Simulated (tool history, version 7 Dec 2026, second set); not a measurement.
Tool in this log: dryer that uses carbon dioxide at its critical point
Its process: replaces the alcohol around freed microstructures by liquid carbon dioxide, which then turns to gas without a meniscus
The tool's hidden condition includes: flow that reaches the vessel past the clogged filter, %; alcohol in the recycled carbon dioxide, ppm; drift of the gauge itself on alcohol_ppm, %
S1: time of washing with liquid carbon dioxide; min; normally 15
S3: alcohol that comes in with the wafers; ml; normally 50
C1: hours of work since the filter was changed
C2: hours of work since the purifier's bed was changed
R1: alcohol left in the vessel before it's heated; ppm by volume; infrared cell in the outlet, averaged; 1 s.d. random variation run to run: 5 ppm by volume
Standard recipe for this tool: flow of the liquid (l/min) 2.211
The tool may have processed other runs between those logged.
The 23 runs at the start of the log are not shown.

{"run": 24, "hour": 756.5, "S1": 9, "flow of the liquid (l/min)": 2.211, "S3": 64, "C1": 413, "C2": 995, "R1": 439}
{"run": 25, "hour": 786.1, "S1": 9, "flow of the liquid (l/min)": 2.1, "S3": 80, "C1": 432, "C2": 1014, "R1": 651}
{"run": 26, "hour": 806.1, "S1": 12, "flow of the liquid (l/min)": 1.69, "S3": 50, "C1": 445, "C2": 1026, "R1": 349}
{"run": 27, "hour": 836.4, "S1": 15, "flow of the liquid (l/min)": 1.68, "S3": 40, "C1": 464, "C2": 1046, "R1": 177}
{"hour": 851.9, "done": "purifier's bed changed"}
{"run": 28, "hour": 874.3, "S1": 17, "flow of the liquid (l/min)": 2.211, "S3": 47, "C1": 486, "C2": 14, "R1": 16}
{"run": 29, "hour": 905.5, "S1": 17, "flow of the liquid (l/min)": 2.67, "S3": 24, "C1": 506, "C2": 34, "R1": 8}
{"run": 30, "hour": 924.4, "S1": 17, "flow of the liquid (l/min)": 2.67, "S3": 24, "C1": 518, "C2": 46, "R1": 15}
{"hour": 949.1, "done": "inlet filter changed"}
{"run": 31, "hour": 949.1, "S1": 16, "flow of the liquid (l/min)": 3.09, "S3": 63, "C1": 0, "C2": 61, "R1": 9}
{"run": 32, "hour": 985.0, "S1": 16, "flow of the liquid (l/min)": 3.09, "S3": 63, "C1": 23, "C2": 84, "R1": 18}
{"run": 33, "hour": 1022.5, "S1": 21, "flow of the liquid (l/min)": 3.28, "S3": 75, "C1": 47, "C2": 108, "R1": 23}
{"run": 34, "hour": 1058.6, "S1": 21, "flow of the liquid (l/min)": 3.28, "S3": 75, "C1": 70, "C2": 131, "R1": 25}
{"run": 35, "hour": 1099.7, "S1": 17, "flow of the liquid (l/min)": 2.211, "S3": 22, "C1": 96, "C2": 157, "R1": 23}
{"run": 36, "hour": 1141.7, "S1": 19, "flow of the liquid (l/min)": 1.57, "S3": 85, "C1": 123, "C2": 184, "R1": 66}
{"run": 37, "hour": 1161.0, "S1": 19, "flow of the liquid (l/min)": 1.57, "S3": 85, "C1": 135, "C2": 196, "R1": 68}
{"run": 38, "hour": 1200.3, "S1": 19, "flow of the liquid (l/min)": 1.57, "S3": 85, "C1": 160, "C2": 221, "R1": 74}
{"run": 39, "hour": 1238.4, "S1": 19, "flow of the liquid (l/min)": 2.47, "S3": 96, "C1": 184, "C2": 245, "R1": 29}
{"run": 40, "hour": 1259.0, "S1": 15, "flow of the liquid (l/min)": 3.3, "S3": 50, "C1": 197, "C2": 258, "R1": 25}
{"run": 41, "hour": 1280.7, "S1": 17, "flow of the liquid (l/min)": 1.72, "S3": 100, "C1": 211, "C2": 272, "R1": 93}
{"run": 42, "hour": 1323.6, "S1": 17, "flow of the liquid (l/min)": 1.72, "S3": 100, "C1": 238, "C2": 300, "R1": 104}
{"run": 43, "hour": 1364.5, "S1": 13, "flow of the liquid (l/min)": 2.211, "S3": 72, "C1": 264, "C2": 326, "R1": 100}
{"run": 44, "hour": 1396.9, "S1": 13, "flow of the liquid (l/min)": 2.211, "S3": 72, "C1": 285, "C2": 346, "R1": 96}
{"run": 45, "hour": 1438.8, "S1": 13, "flow of the liquid (l/min)": 2.211, "S3": 72, "C1": 312, "C2": 373, "R1": 109}
{"run": 46, "hour": 1472.8, "S1": 13, "flow of the liquid (l/min)": 2.211, "S3": 72, "C1": 333, "C2": 395, "R1": 100}

Branching from run 46: 4 alternative next runs. What would each branch give?
{"run": "A", "hour": 1504.4, "S1": 13, "flow of the liquid (l/min)": 2.75, "S3": 72, "C1": 353, "C2": 415, "R1": "?"}
{"run": "B", "hour": 1504.4, "S1": 11, "flow of the liquid (l/min)": 1.45, "S3": 88, "C1": 353, "C2": 415, "R1": "?"}
{"run": "C", "hour": 1504.4, "S1": 14, "flow of the liquid (l/min)": 1.63, "S3": 102, "C1": 353, "C2": 415, "R1": "?"}
{"run": "D", "hour": 1504.4, "S1": 11, "flow of the liquid (l/min)": 3.17, "S3": 50, "C1": 353, "C2": 415, "R1": "?"}

run=A R1=61
run=B R1=946
run=C R1=327
run=D R1=51
The same runs, with their run-to-run variation unchanged, on a tool lacking any hidden condition would have given:
run=A R1=15
run=B R1=718
run=C R1=209
run=D R1=7

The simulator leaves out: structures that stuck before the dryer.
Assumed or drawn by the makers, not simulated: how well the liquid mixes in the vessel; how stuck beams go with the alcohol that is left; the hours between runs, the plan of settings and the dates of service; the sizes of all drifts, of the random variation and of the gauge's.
